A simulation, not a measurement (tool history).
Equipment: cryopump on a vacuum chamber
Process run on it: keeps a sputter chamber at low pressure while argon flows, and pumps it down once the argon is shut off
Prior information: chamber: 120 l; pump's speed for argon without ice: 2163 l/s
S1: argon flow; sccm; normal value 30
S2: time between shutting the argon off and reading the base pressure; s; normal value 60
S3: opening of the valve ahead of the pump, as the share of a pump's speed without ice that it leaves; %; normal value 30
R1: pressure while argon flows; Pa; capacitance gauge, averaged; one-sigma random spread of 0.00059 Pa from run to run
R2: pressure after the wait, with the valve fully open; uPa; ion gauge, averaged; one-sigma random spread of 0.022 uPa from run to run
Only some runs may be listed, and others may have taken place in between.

run   hour  S1  S2  S3      R1    R2
  1    0.0  30  60  30  0.0799  0.80
  2   50.3  30  60  20  0.1199  0.88
  3  109.1  30  60  30  0.0788  0.90
  4  145.6  30  60  30  0.0784  0.84
  5  181.9  30  60  30  0.0801  0.89
  6  239.9  30  60  30  0.0801  0.96
  7  285.7  33  60  30  0.0899  0.93
  8  340.3  33  60  30  0.0885  0.98
  9  382.2  33  60  30  0.0893  1.02
 10  430.4  33  60  30  0.0890  1.04

Run 11 comes next. What will it give?
 11  491.9  33  60  30   ?   ?

R1: 0.0894 Pa
R2: 1.00 uPa
Were there no unlogged condition in the tool, this run, its random variation unchanged, would have produced R1 0.0862 Pa, R2 0.51 uPa.
